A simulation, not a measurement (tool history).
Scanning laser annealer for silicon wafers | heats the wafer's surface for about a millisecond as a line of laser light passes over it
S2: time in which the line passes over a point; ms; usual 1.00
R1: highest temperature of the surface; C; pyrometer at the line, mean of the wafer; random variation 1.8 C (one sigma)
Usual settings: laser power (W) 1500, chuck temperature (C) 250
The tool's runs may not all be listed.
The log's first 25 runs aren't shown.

Run 26, hour 399.0: usual settings but S2 0.86 ms, chuck temperature (C) 227. Result: R1 972 C.
Run 27, hour 408.7: usual settings but S2 0.86 ms, chuck temperature (C) 227. Result: R1 968 C.
Run 28, hour 430.1: usual settings but laser power (W) 1323, S2 0.89 ms, chuck temperature (C) 241. Result: R1 911 C.
Run 29, hour 449.5: usual settings but laser power (W) 1562. Result: R1 1091 C.
Run 30, hour 464.3: usual settings but laser power (W) 1615, chuck temperature (C) 272. Result: R1 1144 C.
Run 31, hour 473.9: usual settings but S2 1.03 ms, chuck temperature (C) 213. Result: R1 1033 C.
Run 32, hour 483.7: usual settings but S2 1.03 ms, chuck temperature (C) 283. Result: R1 1103 C.
At hour 486.8: window over the wafer cleaned.
Run 33, hour 496.1: usual settings but laser power (W) 1504, S2 1.09 ms. Result: R1 1103 C.
Run 34, hour 514.7: usual settings but laser power (W) 1373, S2 1.09 ms, chuck temperature (C) 247. Result: R1 1021 C.
Run 35, hour 534.0: usual settings but laser power (W) 1373, S2 0.79 ms, chuck temperature (C) 275. Result: R1 927 C.
Run 36, hour 552.8: usual settings but laser power (W) 1373, S2 1.08 ms, chuck temperature (C) 229. Result: R1 1000 C.
Run 37, hour 573.7: usual settings but laser power (W) 1373, S2 1.08 ms, chuck temperature (C) 229. Result: R1 999 C.

Forecast each of these 3 alternatives for the next run:
Run A, hour 592.8: usual settings but chuck temperature (C) 226. Result: R1 ?.
Run B, hour 592.8: usual settings but laser power (W) 1562, S2 1.13 ms, chuck temperature (C) 252. Result: R1 ?.
Run C, hour 592.8: usual settings but laser power (W) 1373, S2 1.03 ms, chuck temperature (C) 227. Result: R1 ?.

run    R1
  A  1036
  B  1150
  C   977
Without the tool's hidden state the same runs would have given:
run    R1
  A  1037
  B  1150
  C   977

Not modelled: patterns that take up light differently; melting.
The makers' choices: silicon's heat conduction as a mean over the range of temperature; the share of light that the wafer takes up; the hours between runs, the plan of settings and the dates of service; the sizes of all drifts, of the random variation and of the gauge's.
